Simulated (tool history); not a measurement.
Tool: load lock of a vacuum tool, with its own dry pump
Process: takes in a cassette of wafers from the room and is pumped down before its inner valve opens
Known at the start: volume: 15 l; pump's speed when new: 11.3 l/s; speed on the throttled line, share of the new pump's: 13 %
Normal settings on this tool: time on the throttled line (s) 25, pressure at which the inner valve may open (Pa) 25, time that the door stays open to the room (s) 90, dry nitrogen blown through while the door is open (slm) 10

run    hour  time on the throttled line (s)  pressure at which the inner valve may open (Pa)  time that the door stays open to the room (s)  dry nitrogen blown through while the door is open (slm)  incoming humidity of the room's air, %  time from the closed door until the inner valve may open (s)  rise of the pressure with all valves shut (Pa/min)
  1     0.0                              25                                               25                                             90                                                       10                                    44.5                                                         32.81                                               0.060
  2   220.7                              25                                               25                                             90                                                       10                                    45.2                                                         32.75                                               0.062
  3   518.6                              25                                               25                                             90                                                       10                                    40.8                                                         32.76                                               0.051
  4   815.8                              25                                               25                                             90                                                       10                                    42.3                                                         32.77                                               0.058
  5  1046.9                              25                                               25                                             90                                                       10                                    45.3                                                         32.77                                               0.062
  6  1409.8                              19                                               25                                             90                                                       10                                    45.1                                                         27.56                                               0.063
  7  1773.1                              19                                               25                                             90                                                       10                                    47.2                                                         27.49                                               0.067
  8  1975.7                              19                                               25                                             90                                                       10                                    47.6                                                         27.55                                               0.064
  9  2310.7                              19                                               25                                             90                                                       10                                    47.3                                                         27.50                                               0.071
 10  2568.1                              25                                               36                                             90                                                       10                                    47.3                                                         32.16                                               0.066
 11  2758.9                              25                                               36                                             90                                                       10                                    45.7                                                         32.28                                               0.065
 12  2914.6                              28                                               30                                             91                                                        7                                    43.8                                                         35.05                                               0.073
 13  3168.8                              20                                               31                                            195                                                       12                                    46.7                                                         28.06                                               0.075
 14  3426.9                              20                                               27                                            195                                                        7                                    45.5                                                         28.27                                               0.100
 15  3654.6                              49                                               25                                             90                                                       10                                    46.3                                                         53.46                                               0.066
 16  3924.0                              49                                               25                                             90                                                       10                                    47.4                                                         53.48                                               0.062
 17  4185.8                              22                                               30                                             80                                                       32                                    46.6                                                         29.90                                               0.034
 18  4416.5                              24                                               40                                             80                                                       32                                    44.4                                                         31.30                                               0.030
 19  4720.9                              25                                               25                                             31                                                        4                                    47.0                                                         32.68                                               0.059
 20  4972.9                              25                                               25                                             31                                                        4                                    42.8                                                         32.71                                               0.056
 21  5264.7                              13                                               25                                            125                                                       10                                    43.8                                                         22.29                                               0.069
 22  5591.7                              16                                               35                                            124                                                        7                                    46.5                                                         24.47                                               0.083

3 options for the next run, each taken on its own from the tool as it stands now. Forecast them:
  A  5769.8                              25                                               44                                             90                                                       39                                    45.1                                                             ?                                                   ?
  B  5769.8                              46                                               35                                            124                                                       19                                    44.1                                                             ?                                                   ?
  C  5769.8                              30                                               34                                            235                                                        7                                    44.0                                                             ?                                                   ?

run  time from the closed door until the inner valve may open (s)  rise of the pressure with all valves shut (Pa/min)
  A                                                         31.96                                               0.026
  B                                                         50.46                                               0.051
  C                                                         36.64                                               0.102
With no hidden state in the tool, these same runs would have given:
run  time from the closed door until the inner valve may open (s)  rise of the pressure with all valves shut (Pa/min)
  A                                                         31.96                                               0.025
  B                                                         50.46                                               0.050
  C                                                         36.64                                               0.101

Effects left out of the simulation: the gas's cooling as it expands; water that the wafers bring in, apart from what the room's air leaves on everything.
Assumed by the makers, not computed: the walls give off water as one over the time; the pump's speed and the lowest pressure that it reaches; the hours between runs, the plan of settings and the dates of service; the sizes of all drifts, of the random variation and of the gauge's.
